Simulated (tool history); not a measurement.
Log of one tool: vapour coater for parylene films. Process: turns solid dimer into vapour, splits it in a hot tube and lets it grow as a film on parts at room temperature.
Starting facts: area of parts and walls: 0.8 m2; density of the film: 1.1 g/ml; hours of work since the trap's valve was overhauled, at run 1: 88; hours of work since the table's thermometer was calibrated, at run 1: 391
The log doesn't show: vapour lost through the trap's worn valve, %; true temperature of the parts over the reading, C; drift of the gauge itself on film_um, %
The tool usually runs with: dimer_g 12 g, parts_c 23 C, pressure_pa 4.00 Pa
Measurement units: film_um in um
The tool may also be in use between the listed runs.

run   hour  dimer_g  parts_c  pressure_pa  hours of work since the trap's valve was overhauled  hours of work since the table's thermometer was calibrated  film_um
  1    0.0       12       23         4.00                                                   88                                                         391    10.89
  2   42.3       12       23         4.00                                                  125                                                         428    11.04
  3   79.3       12       25         4.00                                                  158                                                         461    10.17
  4  100.4       12       23         4.00                                                  176                                                         479    10.78
  5  124.1       12       23         4.00                                                  197                                                         500    11.04
     129.2  -- table's thermometer calibrated
  6  166.0       12       23         4.00                                                  233                                                          32    10.89
  7  209.5       12       29         4.00                                                  271                                                          70     8.41
     255.7  -- table's thermometer calibrated, once more
  8  259.2       12       24         4.00                                                  313                                                           3    10.23
  9  279.6        9       18        10.45                                                  331                                                          21     8.92
 10  318.3       14       24         4.00                                                  365                                                          55    11.91
 11  346.1       21       22         4.00                                                  389                                                          79    19.16
 12  383.6       21       22         4.00                                                  422                                                         112    19.22
 13  404.0       21       22         4.00                                                  440                                                         130    19.16
 14  446.8       11       24        10.15                                                  477                                                         167     8.20
 15  480.6       11       24        10.15                                                  507                                                         197     8.13
 16  511.7       11       30        11.26                                                  534                                                         224     6.40

How the hidden state differs across the entries between the runs, from the last listed run before each to the first after it:
Run 5 -> run 6: table's thermometer calibrated (hour 129.2)
  vapour lost through the trap's worn valve, %: 2.9 -> 3.4; true temperature of the parts over the reading, C: -0.33 -> -0.56
  the result without the hidden state subtracted from the measured one, film_um: -0.17 -> -0.12 um
Run 7 -> run 8: table's thermometer calibrated, once more (hour 255.7)
  vapour lost through the trap's worn valve, %: 4 -> 4.6; true temperature of the parts over the reading, C: -0.58 -> -0.13
  the result without the hidden state subtracted from the measured one, film_um: -0.14 -> -0.44 um

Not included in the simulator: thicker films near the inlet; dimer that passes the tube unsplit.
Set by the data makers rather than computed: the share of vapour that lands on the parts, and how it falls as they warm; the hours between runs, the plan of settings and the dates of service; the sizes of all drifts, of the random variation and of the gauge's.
